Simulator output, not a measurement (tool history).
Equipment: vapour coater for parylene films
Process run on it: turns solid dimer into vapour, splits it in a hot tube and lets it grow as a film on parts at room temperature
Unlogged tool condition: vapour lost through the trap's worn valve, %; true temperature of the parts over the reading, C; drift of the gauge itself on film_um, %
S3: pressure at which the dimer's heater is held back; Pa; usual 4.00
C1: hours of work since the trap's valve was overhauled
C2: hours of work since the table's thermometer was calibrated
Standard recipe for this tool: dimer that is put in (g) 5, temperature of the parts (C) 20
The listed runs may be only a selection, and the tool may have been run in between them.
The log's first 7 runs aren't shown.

run 8 day=11.583 | dimer_that_is_put_in_(g)=4 temperature_of_the_parts_(C)=20 S3=4.00 | C1=251 C2=1513 | thickness_of_the_film_(um)=3.33
run 9 day=13.842 | dimer_that_is_put_in_(g)=4 temperature_of_the_parts_(C)=20 S3=4.00 | C1=285 C2=1546 | thickness_of_the_film_(um)=3.27
run 10 day=15.196 | dimer_that_is_put_in_(g)=4 temperature_of_the_parts_(C)=20 S3=4.51 | C1=305 C2=1566 | thickness_of_the_film_(um)=3.23
run 11 day=16.625 | dimer_that_is_put_in_(g)=5 temperature_of_the_parts_(C)=13 S3=4.00 | C1=326 C2=1587 | thickness_of_the_film_(um)=5.09
run 12 day=19.146 | dimer_that_is_put_in_(g)=5 temperature_of_the_parts_(C)=13 S3=4.00 | C1=363 C2=1625 | thickness_of_the_film_(um)=5.01
-- day=20.088 trap's valve overhauled
run 13 day=20.700 | dimer_that_is_put_in_(g)=5 temperature_of_the_parts_(C)=20 S3=3.98 | C1=9 C2=1645 | thickness_of_the_film_(um)=4.30
run 14 day=23.100 | dimer_that_is_put_in_(g)=5 temperature_of_the_parts_(C)=29 S3=3.98 | C1=44 C2=1681 | thickness_of_the_film_(um)=3.08
run 15 day=25.054 | dimer_that_is_put_in_(g)=5 temperature_of_the_parts_(C)=29 S3=3.98 | C1=73 C2=1709 | thickness_of_the_film_(um)=3.07
run 16 day=27.267 | dimer_that_is_put_in_(g)=5 temperature_of_the_parts_(C)=20 S3=4.00 | C1=106 C2=1742 | thickness_of_the_film_(um)=4.23
run 17 day=28.717 | dimer_that_is_put_in_(g)=7 temperature_of_the_parts_(C)=23 S3=9.76 | C1=127 C2=1763 | thickness_of_the_film_(um)=4.50
run 18 day=30.492 | dimer_that_is_put_in_(g)=7 temperature_of_the_parts_(C)=23 S3=9.76 | C1=154 C2=1790 | thickness_of_the_film_(um)=4.44
run 19 day=32.212 | dimer_that_is_put_in_(g)=5 temperature_of_the_parts_(C)=23 S3=6.55 | C1=179 C2=1815 | thickness_of_the_film_(um)=3.48
run 20 day=33.733 | dimer_that_is_put_in_(g)=5 temperature_of_the_parts_(C)=20 S3=5.38 | C1=201 C2=1837 | thickness_of_the_film_(um)=3.91
run 21 day=35.708 | dimer_that_is_put_in_(g)=2 temperature_of_the_parts_(C)=20 S3=4.47 | C1=231 C2=1867 | thickness_of_the_film_(um)=1.59
run 22 day=37.358 | dimer_that_is_put_in_(g)=2 temperature_of_the_parts_(C)=21 S3=4.73 | C1=255 C2=1891 | thickness_of_the_film_(um)=1.53
run 23 day=39.675 | dimer_that_is_put_in_(g)=6 temperature_of_the_parts_(C)=16 S3=2.45 | C1=289 C2=1925 | thickness_of_the_film_(um)=6.17
run 24 day=41.071 | dimer_that_is_put_in_(g)=6 temperature_of_the_parts_(C)=16 S3=2.45 | C1=310 C2=1946 | thickness_of_the_film_(um)=6.13
run 25 day=43.012 | dimer_that_is_put_in_(g)=6 temperature_of_the_parts_(C)=16 S3=2.45 | C1=338 C2=1974 | thickness_of_the_film_(um)=6.09
-- day=43.283 table's thermometer calibrated
run 26 day=44.679 | dimer_that_is_put_in_(g)=5 temperature_of_the_parts_(C)=25 S3=5.20 | C1=362 C2=21 | thickness_of_the_film_(um)=3.13
-- day=45.829 trap's valve overhauled
run 27 day=45.946 | dimer_that_is_put_in_(g)=4 temperature_of_the_parts_(C)=18 S3=8.77 | C1=2 C2=37 | thickness_of_the_film_(um)=3.24
run 28 day=48.475 | dimer_that_is_put_in_(g)=4 temperature_of_the_parts_(C)=18 S3=8.77 | C1=39 C2=74 | thickness_of_the_film_(um)=3.23
run 29 day=49.517 | dimer_that_is_put_in_(g)=5 temperature_of_the_parts_(C)=18 S3=8.77 | C1=54 C2=89 | thickness_of_the_film_(um)=3.95
run 30 day=50.867 | dimer_that_is_put_in_(g)=3 temperature_of_the_parts_(C)=20 S3=11.83 | C1=74 C2=109 | thickness_of_the_film_(um)=2.10
run 31 day=53.192 | dimer_that_is_put_in_(g)=3 temperature_of_the_parts_(C)=20 S3=11.83 | C1=109 C2=144 | thickness_of_the_film_(um)=2.05
run 32 day=54.750 | dimer_that_is_put_in_(g)=5 temperature_of_the_parts_(C)=12 S3=4.00 | C1=132 C2=167 | thickness_of_the_film_(um)=5.31

Below are 5 alternative next runs, each starting from the tool's condition after run 32. Predict each:
run A day=56.350 | dimer_that_is_put_in_(g)=6 temperature_of_the_parts_(C)=26 S3=8.86 | C1=155 C2=190 | thickness_of_the_film_(um)=?
run B day=56.350 | dimer_that_is_put_in_(g)=4 temperature_of_the_parts_(C)=20 S3=3.45 | C1=155 C2=190 | thickness_of_the_film_(um)=?
run C day=56.350 | dimer_that_is_put_in_(g)=8 temperature_of_the_parts_(C)=12 S3=4.22 | C1=155 C2=190 | thickness_of_the_film_(um)=?
run D day=56.350 | dimer_that_is_put_in_(g)=5 temperature_of_the_parts_(C)=25 S3=4.00 | C1=155 C2=190 | thickness_of_the_film_(um)=?
run E day=56.350 | dimer_that_is_put_in_(g)=4 temperature_of_the_parts_(C)=12 S3=4.00 | C1=155 C2=190 | thickness_of_the_film_(um)=?

run=A thickness_of_the_film_(um)=3.42
run=B thickness_of_the_film_(um)=3.48
run=C thickness_of_the_film_(um)=8.55
run=D thickness_of_the_film_(um)=3.53
run=E thickness_of_the_film_(um)=4.24
The same runs, with their run-to-run variation unchanged, on a tool lacking any hidden condition would have given:
run=A thickness_of_the_film_(um)=3.56
run=B thickness_of_the_film_(um)=3.61
run=C thickness_of_the_film_(um)=8.93
run=D thickness_of_the_film_(um)=3.66
run=E thickness_of_the_film_(um)=4.42

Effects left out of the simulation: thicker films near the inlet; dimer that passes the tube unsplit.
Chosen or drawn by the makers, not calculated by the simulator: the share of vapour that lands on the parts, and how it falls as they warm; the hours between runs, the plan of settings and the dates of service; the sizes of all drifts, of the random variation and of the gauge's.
